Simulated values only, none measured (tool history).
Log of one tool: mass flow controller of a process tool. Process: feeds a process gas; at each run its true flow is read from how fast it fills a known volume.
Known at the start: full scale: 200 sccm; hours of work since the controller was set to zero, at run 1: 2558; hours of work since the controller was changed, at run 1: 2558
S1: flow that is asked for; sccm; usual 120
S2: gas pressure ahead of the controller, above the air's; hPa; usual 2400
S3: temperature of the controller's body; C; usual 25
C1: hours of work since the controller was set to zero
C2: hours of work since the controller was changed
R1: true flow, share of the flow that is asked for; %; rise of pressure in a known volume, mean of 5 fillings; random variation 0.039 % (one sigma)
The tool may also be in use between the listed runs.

run    hour   S1    S2  S3    C1    C2     R1
  1     0.0  120  2400  25  2558  2558  98.45
  2   130.8  120  2400  25  2634  2634  98.54
  3   382.5  120  2400  25  2781  2781  98.50
  4   510.4  120  2400  23  2855  2855  98.61
  5   719.5  120  1960  23  2977  2977  98.90
  6   904.0  120  2400  25  3084  3084  98.47
  7  1062.9  120  2400  30  3177  3177  97.93
  8  1275.4  120  2400  30  3301  3301  97.92
  9  1538.5  120  2400  25  3454  3454  98.33
 10  1728.6  120  1830  25  3565  3565  98.64
 11  1849.2   78  1420  25  3635  3635  97.72
 12  2110.2   78  1420  25  3787  3787  97.74
 13  2393.4  136  2540  25  3952  3952  98.60
 14  2564.1   26  2400  25  4051  4051  92.87
 15  2694.9   26  2400  25  4127  4127  92.80
 16  2871.9   32  2400  35  4230  4230  92.72
 17  3033.6   20  1910  40  4324  4324  89.49
 18  3325.1   20  1910  40  4494  4494  89.19
 19  3537.4   99  2650  29  4618  4618  97.20

4 ways to go on from here, each from the tool as it stands after run 19. What would each give?
  A  3713.6   22  2650  26  4720  4720   ?
  B  3713.6   99  1730  24  4720  4720   ?
  C  3713.6  120  2400  21  4720  4720   ?
  D  3713.6  120  2400  30  4720  4720   ?

run     R1
  A  90.81
  B  98.14
  C  98.80
  D  97.78
Without the tool's hidden state the same runs would have given:
run     R1
  A  97.16
  B  98.83
  C  99.20
  D  98.18
